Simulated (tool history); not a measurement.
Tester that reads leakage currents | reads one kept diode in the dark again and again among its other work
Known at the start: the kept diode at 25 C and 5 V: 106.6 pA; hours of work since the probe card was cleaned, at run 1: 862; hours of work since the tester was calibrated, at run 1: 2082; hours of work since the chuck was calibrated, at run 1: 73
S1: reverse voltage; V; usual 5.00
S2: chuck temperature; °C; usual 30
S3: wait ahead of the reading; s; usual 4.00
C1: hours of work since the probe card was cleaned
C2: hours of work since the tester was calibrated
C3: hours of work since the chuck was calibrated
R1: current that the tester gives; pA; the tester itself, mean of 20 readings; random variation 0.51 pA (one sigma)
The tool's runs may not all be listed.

Run 1, hour 0.0: usual settings; C1 862; C2 2082; C3 73. Result: R1 173.45 pA.
Run 2, hour 164.9: usual settings; C1 958; C2 2179; C3 170. Result: R1 177.06 pA.
Run 3, hour 371.7: usual settings; C1 1080; C2 2301; C3 291. Result: R1 181.02 pA.
Run 4, hour 513.8: usual settings; C1 1164; C2 2384; C3 375. Result: R1 183.86 pA.
Run 5, hour 675.3: usual settings; C1 1258; C2 2479; C3 470. Result: R1 187.18 pA.
Run 6, hour 871.0: usual settings; C1 1373; C2 2594; C3 585. Result: R1 191.69 pA.
Run 7, hour 1069.3: usual settings but S3 2.95 s; C1 1490; C2 2711; C3 701. Result: R1 196.91 pA.
Run 8, hour 1261.6: usual settings but S3 2.95 s; C1 1603; C2 2824; C3 814. Result: R1 200.85 pA.
At hour 1336.6: chuck's temperature calibrated.
Run 9, hour 1393.3: usual settings; C1 1679; C2 2900; C3 33. Result: R1 174.54 pA.
Run 10, hour 1582.0: usual settings; C1 1790; C2 3011; C3 144. Result: R1 178.33 pA.
Run 11, hour 1756.6: usual settings but S2 32 °C; C1 1893; C2 3114; C3 247. Result: R1 216.50 pA.
Run 12, hour 1848.1: usual settings but S2 32 °C; C1 1947; C2 3167; C3 301. Result: R1 221.22 pA.
Run 13, hour 1952.6: usual settings but S3 0.93 s; C1 2008; C2 3229; C3 362. Result: R1 186.90 pA.
Run 14, hour 2039.3: usual settings but S3 1.23 s; C1 2059; C2 3280; C3 413. Result: R1 188.75 pA.
Run 15, hour 2244.8: usual settings but S3 1.23 s; C1 2180; C2 3401; C3 534. Result: R1 192.84 pA.
Run 16, hour 2437.9: usual settings but S3 1.23 s; C1 2293; C2 3514; C3 647. Result: R1 196.67 pA.
Run 17, hour 2537.0: usual settings but S3 1.23 s; C1 2352; C2 3572; C3 706. Result: R1 199.20 pA.
Run 18, hour 2745.1: usual settings but S3 3.54 s; C1 2474; C2 3695; C3 828. Result: R1 204.55 pA.
At hour 2787.0: chuck's temperature calibrated.
Run 19, hour 2948.3: usual settings but S3 7.12 s; C1 2592; C2 3813; C3 95. Result: R1 179.36 pA.
Run 20, hour 3041.6: usual settings but S3 4.44 s; C1 2647; C2 3868; C3 150. Result: R1 181.32 pA.
Run 21, hour 3234.6: usual settings but S1 19.47 V, S2 36 °C, S3 0.96 s; C1 2760; C2 3981; C3 263. Result: R1 618.92 pA.
Run 22, hour 3443.4: usual settings but S1 1.44 V, S2 36 °C, S3 1.51 s; C1 2883; C2 4104; C3 386. Result: R1 175.07 pA.
Run 23, hour 3645.5: usual settings but S1 3.40 V, S2 57 °C, S3 5.19 s; C1 3002; C2 4223; C3 505. Result: R1 1520.94 pA.
Run 24, hour 3843.9: usual settings but S1 17.14 V, S2 58 °C; C1 3119; C2 4339; C3 621. Result: R1 3619.67 pA.
At hour 3863.4: probe card cleaned and baked.
Run 25, hour 4018.7: usual settings but S1 1.83 V, S2 27 °C; C1 91; C2 4440; C3 722. Result: R1 94.20 pA.
Run 26, hour 4209.4: usual settings but S1 2.87 V, S2 46 °C, S3 0.48 s; C1 203; C2 4552; C3 834. Result: R1 616.76 pA.
At hour 4243.2: chuck's temperature calibrated.
Run 27, hour 4394.1: usual settings but S1 6.51 V, S2 58 °C, S3 0.76 s; C1 311; C2 4660; C3 89. Result: R1 2070.62 pA.
Run 28, hour 4487.7: usual settings but S1 6.51 V, S2 58 °C, S3 0.76 s; C1 366; C2 4715; C3 144. Result: R1 2080.38 pA.
Run 29, hour 4681.6: usual settings but S1 12.05 V, S3 0.33 s; C1 480; C2 4829; C3 258. Result: R1 295.83 pA.
At hour 4714.9: probe card cleaned and baked, once more.
Run 30, hour 4820.0: usual settings but S1 12.05 V, S3 0.33 s; C1 62; C2 4908; C3 337. Result: R1 284.69 pA.
Run 31, hour 4984.2: usual settings but S1 4.26 V, S2 33 °C, S3 3.01 s; C1 158; C2 5005; C3 434. Result: R1 223.41 pA.
Run 32, hour 5174.6: usual settings but S1 2.59 V, S3 4.76 s; C1 270; C2 5117; C3 546. Result: R1 136.87 pA.
Run 33, hour 5338.9: usual settings but S1 2.66 V, S2 23 °C; C1 367; C2 5213; C3 642. Result: R1 73.43 pA.
Run 34, hour 5423.6: usual settings but S1 10.75 V, S2 35 °C, S3 0.42 s; C1 417; C2 5263; C3 692. Result: R1 442.74 pA.
Run 35, hour 5576.4: usual settings but S1 3.96 V, S2 46 °C, S3 1.03 s; C1 506; C2 5353; C3 782. Result: R1 695.46 pA.
At hour 5694.5: chuck's temperature calibrated.
Run 36, hour 5768.2: usual settings but S1 4.37 V, S2 60 °C, S3 9.26 s; C1 618; C2 5465; C3 43. Result: R1 1977.27 pA.
Run 37, hour 5913.4: usual settings but S2 47 °C, S3 0.46 s; C1 703; C2 5550; C3 129. Result: R1 768.83 pA.
Run 38, hour 6068.3: usual settings but S1 1.91 V, S2 56 °C, S3 2.38 s; C1 794; C2 5641; C3 220. Result: R1 998.14 pA.

Hidden state at the last listed run before each entry between runs and at the first one after, where it differs:
Between runs 8 and 9: chuck's temperature calibrated (hour 1336.6)
  stray current of the dirty probe card, pA a volt: 0.499 -> 0.522; current scale over the true one, %: -0.61 -> -0.63; true chuck temperature over the reading, C: 1.73 -> 0.19
  measured less the result without the state, R1: +30.21 -> +4.35 pA
Between runs 18 and 19: chuck's temperature calibrated (hour 2787.0)
  stray current of the dirty probe card, pA a volt: 0.763 -> 0.798; current scale over the true one, %: -0.84 -> -0.88; true chuck temperature over the reading, C: 1.83 -> 0.43
  measured less the result without the state, R1: +33.06 -> +9.20 pA
Between runs 24 and 25: probe card cleaned and baked (hour 3863.4)
  stray current of the dirty probe card, pA a volt: 0.95 -> 1.24; current scale over the true one, %: -1.02 -> -1.04; true chuck temperature over the reading, C: 1.5 -> 1.72
  measured less the result without the state, R1: +374.62 -> +14.95 pA
Between runs 26 and 27: chuck's temperature calibrated (hour 4243.2)
  stray current of the dirty probe card, pA a volt: 1.274 -> 1.306; current scale over the true one, %: -1.07 -> -1.1; true chuck temperature over the reading, C: 1.93 -> 0.26
  measured less the result without the state, R1: +87.98 -> +26.73 pA
Between runs 29 and 30: probe card cleaned and baked, once more (hour 4714.9)
  stray current of the dirty probe card, pA a volt: 1.356 -> 0.044; current scale over the true one, %: -1.15 -> -1.17; true chuck temperature over the reading, C: 0.58 -> 0.75
  measured less the result without the state, R1: +26.93 -> +15.46 pA
Between runs 35 and 36: chuck's temperature calibrated (hour 5694.5)
  stray current of the dirty probe card, pA a volt: 0.175 -> 0.208; current scale over the true one, %: -1.29 -> -1.32; true chuck temperature over the reading, C: 1.67 -> 0.27
  measured less the result without the state, R1: +82.09 -> +14.71 pA

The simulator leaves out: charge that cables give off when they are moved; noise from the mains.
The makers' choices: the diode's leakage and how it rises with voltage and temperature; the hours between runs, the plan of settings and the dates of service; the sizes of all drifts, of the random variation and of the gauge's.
